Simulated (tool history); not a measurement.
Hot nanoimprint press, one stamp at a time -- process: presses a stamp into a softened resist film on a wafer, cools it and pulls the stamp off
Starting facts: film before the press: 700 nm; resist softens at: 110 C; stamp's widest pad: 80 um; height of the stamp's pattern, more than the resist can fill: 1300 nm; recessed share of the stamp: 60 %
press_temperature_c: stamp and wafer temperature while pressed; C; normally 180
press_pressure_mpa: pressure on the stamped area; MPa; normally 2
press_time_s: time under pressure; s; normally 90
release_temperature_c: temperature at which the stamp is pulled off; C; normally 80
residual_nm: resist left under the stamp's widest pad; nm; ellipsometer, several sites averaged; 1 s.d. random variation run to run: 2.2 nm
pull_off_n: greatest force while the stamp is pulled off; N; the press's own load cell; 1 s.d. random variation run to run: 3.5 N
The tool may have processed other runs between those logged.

run,day,press_temperature_c,press_pressure_mpa,press_time_s,release_temperature_c,residual_nm,pull_off_n
1,0,180,2,90,80,371.9,175
2,0.979,180,2,90,73,378.9,200
3,2.338,180,2,90,73,377.5,213
4,3.612,180,2,90,73,371.3,208
5,4.538,180,2,90,73,380.2,202
6,6.15,180,2,90,73,379.4,207
7,7.029,180,2,89,73,379.4,210
8,7.921,180,2,89,73,382.3,210
9,9.204,180,2,55,73,449,208
10,10.096,180,2,179,80,289.1,179
# day 10.546: stamp cleaned and given a new release coat
11,11.238,180,2,179,80,290.5,164
12,12.362,177,2.05,152,71,362.3,212
13,13.433,177,2.05,152,71,366,221
14,14.821,182,2,88,80,350.2,171
# day 16.592: plate thermocouple calibrated
15,16.6,182,2.26,63,87,376.3,139
16,17.725,180,2.51,90,80,351,171

Some steps in residual_nm between neighbouring runs. How much of each would the tool show without its hidden state too (settings, what came in, random variation), and how much is left for the hidden state, with any gauge scatter that isn't in both results?
Hidden state present: true temperature over the reading, C; pressure that arrives at the usual setting, %; grip of the stamp's worn release coat, % over a new coat's; drift of the gauge itself on residual_nm, %; drift of the gauge itself on pull_off_n, %.
Run 9 -> 10: press_time_s 55 -> 179, release_temperature_c 73 -> 80. residual_nm -159.9 nm: hidden state -1.6, all else -158.3.
Run 11 -> 12: press_temperature_c 180 -> 177, press_pressure_mpa 2 -> 2.05, press_time_s 179 -> 152, release_temperature_c 80 -> 71. residual_nm +71.8 nm: hidden state +1.8, all else +70.
